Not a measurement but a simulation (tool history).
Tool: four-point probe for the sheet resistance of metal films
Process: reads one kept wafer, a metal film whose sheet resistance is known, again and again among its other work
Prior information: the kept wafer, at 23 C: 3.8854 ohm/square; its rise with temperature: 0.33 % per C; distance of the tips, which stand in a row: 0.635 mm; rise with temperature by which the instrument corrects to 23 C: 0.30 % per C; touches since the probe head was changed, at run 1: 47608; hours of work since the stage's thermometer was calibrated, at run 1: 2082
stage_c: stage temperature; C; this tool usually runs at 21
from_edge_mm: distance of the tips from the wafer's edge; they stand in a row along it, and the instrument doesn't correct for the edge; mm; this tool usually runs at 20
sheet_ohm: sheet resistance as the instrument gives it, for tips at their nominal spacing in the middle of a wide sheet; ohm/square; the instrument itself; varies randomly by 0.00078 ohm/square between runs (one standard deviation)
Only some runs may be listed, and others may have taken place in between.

run,hour,stage_c,from_edge_mm,touches since the probe head was changed,hours of work since the stage's thermometer was calibrated,sheet_ohm
1,0.0,21,20,47608,2082,3.824480
2,54.1,20,20,48347,2104,3.821329
3,97.4,21,13,48940,2122,3.826133
4,143.8,21,13,49574,2141,3.825022
5,232.1,21,13,50783,2176,3.824567
# hour 291.4: stage's thermometer calibrated
6,291.4,21,13,51587,0,3.827923
7,365.1,21,13,52595,30,3.827274
8,432.6,19,20,53519,57,3.821893
9,486.8,19,20,54259,79,3.819851
10,575.9,21,20,55478,115,3.821854
11,650.9,21,20,56505,146,3.821289
12,694.4,21,20,57099,164,3.821807
13,734.1,21,20,57642,180,3.821607
14,808.3,28,20,58658,210,3.826636
15,864.4,28,20,59425,233,3.827370
16,929.0,21,20,60309,259,3.818856
17,992.4,21,20,61177,285,3.818496
18,1075.7,19,20,62315,318,3.814489
19,1144.7,21,20,63260,346,3.816100
20,1213.1,21,20,64195,374,3.815791
21,1272.8,21,20,65012,398,3.815209
22,1348.4,21,20,66045,429,3.814575
23,1402.0,21,20,66779,451,3.814051
24,1473.4,25,5,67755,480,3.848525
25,1545.7,25,5,68745,509,3.847117
26,1590.5,25,5,69358,527,3.847318
27,1640.0,18,3,70035,547,3.895887
28,1730.3,18,3,71270,584,3.895469
29,1785.5,32,50,72024,606,3.820974
30,1870.4,26,8,73187,641,3.826241
31,1930.4,26,8,74007,665,3.825195
32,2016.0,26,8,75178,700,3.825119
33,2070.8,21,28,75927,722,3.805784
34,2145.1,21,28,76943,752,3.806206
35,2233.7,21,28,78156,788,3.804394
36,2320.5,21,28,79343,823,3.804728
37,2373.5,19,3,80068,845,3.890210
38,2426.6,34,31,80794,867,3.818387
39,2468.2,34,31,81363,883,3.816522
40,2537.8,24,9,82316,912,3.813837
41,2593.4,21,13,83076,934,3.805400
42,2644.8,26,3,83779,955,3.894988
43,2721.0,26,3,84821,986,3.893961
44,2801.1,30,8,85917,1018,3.820877
45,2868.7,30,73,86841,1046,3.808418
46,2919.1,25,42,87531,1066,3.801735

3 ways to go on from here, each from the tool as it stands after run 46. What would each give?
A,2968.1,19,20,88202,1086,?
B,2968.1,29,39,88202,1086,?
C,2968.1,25,31,88202,1086,?

run,sheet_ohm
A,3.796064
B,3.806434
C,3.804131
Without the tool's unlogged condition, the same runs would have read:
run,sheet_ohm
A,3.882534
B,3.893014
C,3.890708

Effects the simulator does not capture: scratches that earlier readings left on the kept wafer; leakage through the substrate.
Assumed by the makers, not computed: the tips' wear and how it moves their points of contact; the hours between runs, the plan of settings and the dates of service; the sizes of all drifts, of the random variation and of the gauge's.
